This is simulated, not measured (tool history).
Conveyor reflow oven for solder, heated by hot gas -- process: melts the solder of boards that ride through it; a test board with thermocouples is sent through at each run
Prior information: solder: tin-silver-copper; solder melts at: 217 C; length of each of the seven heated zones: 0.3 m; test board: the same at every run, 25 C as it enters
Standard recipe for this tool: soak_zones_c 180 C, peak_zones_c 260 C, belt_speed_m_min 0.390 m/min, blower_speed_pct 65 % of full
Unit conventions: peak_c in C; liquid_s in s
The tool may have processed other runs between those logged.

run    day  soak_zones_c  peak_zones_c  belt_speed_m_min  blower_speed_pct  peak_c  liquid_s
  1  0.000           180           260             0.390                65   246.0      66.6
  2  0.362           180           260             0.390                65   246.2      66.6
  3  0.917           180           260             0.390                65   245.6      66.3
  4  1.271           180           260             0.390                65   246.2      66.4
  5  1.858           180           260             0.415                65   243.7      59.6
  6  2.433           173           260             0.415                65   242.5      55.0
  7  2.725           173           260             0.415                65   242.8      54.9
  8  3.075           173           260             0.415                65   242.6      54.5
     3.292  -- belt drive overhauled, speed set with a stopwatch
  9  3.692           173           260             0.415                65   242.9      55.3
 10  4.225           173           260             0.415                65   242.2      54.9
 11  4.621           180           260             0.377                65   246.5      70.1
     5.050  -- belt drive overhauled, speed set with a stopwatch, once more
 12  5.362           179           265             0.316                51   252.4      89.7
 13  5.779           189           260             0.436                54   241.9      55.8
 14  6.175           166           249             0.379                65   234.5      47.0
 15  6.638           188           262             0.336                65   252.8      89.8
 16  6.946           183           262             0.346                65   251.0      82.9
 17  7.492           180           272             0.390                55   253.5      71.6
 18  7.988           180           272             0.390                55   253.7      71.5

Branching from run 18: 4 alternative next runs. What would each branch give?
  A  8.479           194           260             0.390                72       ?         ?
  B  8.479           180           265             0.458                65       ?         ?
  C  8.479           194           257             0.435                65       ?         ?
  D  8.479           180           273             0.428                84       ?         ?

run  peak_c  liquid_s
  A   249.8      78.2
  B   244.6      52.5
  C   242.9      61.9
  D   257.9      70.0
With no hidden state in the tool, these same runs would have given:
run  peak_c  liquid_s
  A   251.1      80.0
  B   246.8      55.4
  C   244.4      64.4
  D   260.1      71.9

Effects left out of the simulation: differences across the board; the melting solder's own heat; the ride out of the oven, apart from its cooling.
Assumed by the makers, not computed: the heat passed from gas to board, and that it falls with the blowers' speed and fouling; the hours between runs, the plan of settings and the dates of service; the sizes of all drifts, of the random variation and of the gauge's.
